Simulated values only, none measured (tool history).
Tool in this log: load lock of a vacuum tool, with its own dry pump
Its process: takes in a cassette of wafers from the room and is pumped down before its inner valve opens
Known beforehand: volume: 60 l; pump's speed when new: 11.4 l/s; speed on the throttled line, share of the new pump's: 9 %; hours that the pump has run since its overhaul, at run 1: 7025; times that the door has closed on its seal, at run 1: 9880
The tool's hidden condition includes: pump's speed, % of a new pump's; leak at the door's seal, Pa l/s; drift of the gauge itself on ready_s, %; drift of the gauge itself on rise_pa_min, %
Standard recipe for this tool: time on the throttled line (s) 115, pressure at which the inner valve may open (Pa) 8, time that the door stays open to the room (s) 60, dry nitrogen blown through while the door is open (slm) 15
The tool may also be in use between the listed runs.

run,hour,time on the throttled line (s),pressure at which the inner valve may open (Pa),time that the door stays open to the room (s),dry nitrogen blown through while the door is open (slm),hours that the pump has run since its overhaul,times that the door has closed on its seal,"incoming humidity of the room's air, %",time from the closed door until the inner valve may open (s),rise of the pressure with all valves shut (Pa/min)
1,0,115,8,60,15,7025,9880,46.3,158.4,0.081
2,72.6,101,8,60,15,7098,10092,48.2,145.7,0.074
3,133.2,101,8,60,15,7159,10269,46.7,145,0.078
4,273.8,87,8,60,15,7299,10680,43.1,133.7,0.081
5,391.9,115,8,60,15,7417,11025,42.9,158.4,0.088
6,454.6,115,8,60,15,7480,11208,45.4,157.6,0.09
7,544.4,115,8,60,15,7570,11471,44.6,158.4,0.09
8,657.4,115,9,60,15,7683,11801,46.8,157.6,0.097
9,718.1,115,9,60,15,7743,11978,47.5,157.9,0.094
10,827.4,115,9,60,15,7853,12298,45.8,157.4,0.095
11,907.7,115,9,60,15,7933,12532,43.5,156.8,0.091
12,1032,115,7,60,15,8057,12895,49.3,159.8,0.091
13,1140.2,115,7,60,15,8166,13211,42.5,158.9,0.099
14,1226.8,115,7,60,15,8252,13464,44.7,159.2,0.101
15,1309.2,115,7,60,15,8335,13705,46,159.1,0.103
16,1384.6,115,8,60,15,8410,13925,47.6,158,0.112
17,1500.8,115,8,60,15,8526,14265,48,159.5,0.106
18,1589.2,115,8,60,15,8615,14523,46.8,158.8,0.116
19,1681,115,8,60,15,8706,14791,43,158.2,0.11
20,1790.9,95,9,119,6,8816,15113,46.4,139.5,0.136
21,1862.5,226,14,119,6,8888,15322,45.5,255.2,0.146
22,2007.5,226,11,49,40,9033,15745,44.1,255.7,0.104
23,2087.4,202,8,231,15,9113,15979,47.4,236.9,0.136
24,2204.2,202,8,231,15,9230,16320,45.1,236.9,0.143
25,2319.9,168,16,231,9,9345,16658,45.5,202.4,0.159
26,2461.4,168,16,231,9,9487,17071,45.3,202.2,0.161
27,2596.2,168,16,231,9,9622,17465,45.5,201.9,0.163
28,2722.1,195,12,231,9,9747,17833,47.6,228.8,0.165
29,2827.2,142,8,108,15,9853,18140,46,183.1,0.137
30,2921.4,142,6,108,31,9947,18415,45.8,185.3,0.139
31,3058.8,142,6,108,31,10084,18817,45.3,185.3,0.136
32,3138.8,225,8,108,15,10164,19051,42.2,258.5,0.147
33,3239.8,74,7,93,38,10265,19346,46.4,123.8,0.14
34,3359.5,74,7,93,38,10385,19695,40.2,123.8,0.144
35,3491.9,142,6,99,19,10517,20082,42.7,186,0.154
36,3560,67,6,97,19,10585,20281,46.3,119,0.162
37,3677.7,115,13,60,19,10703,20625,44.2,158.2,0.157
38,3776.4,115,13,60,19,10802,20914,44.6,157.1,0.163

Branching from run 38: 3 alternative next runs. What would each branch give?
A,3840.6,93,13,65,12,10866,21101,46.9,?,?
B,3840.6,133,13,60,21,10866,21101,49.8,?,?
C,3840.6,115,6,60,7,10866,21101,42.2,?,?

run,time from the closed door until the inner valve may open (s),rise of the pressure with all valves shut (Pa/min)
A,137.7,0.164
B,174.3,0.159
C,161.9,0.171
Take away the tool's hidden state, keep each run's random variation, and the runs would have read:
run,time from the closed door until the inner valve may open (s),rise of the pressure with all valves shut (Pa/min)
A,132.2,0.028
B,169.3,0.022
C,156.1,0.033

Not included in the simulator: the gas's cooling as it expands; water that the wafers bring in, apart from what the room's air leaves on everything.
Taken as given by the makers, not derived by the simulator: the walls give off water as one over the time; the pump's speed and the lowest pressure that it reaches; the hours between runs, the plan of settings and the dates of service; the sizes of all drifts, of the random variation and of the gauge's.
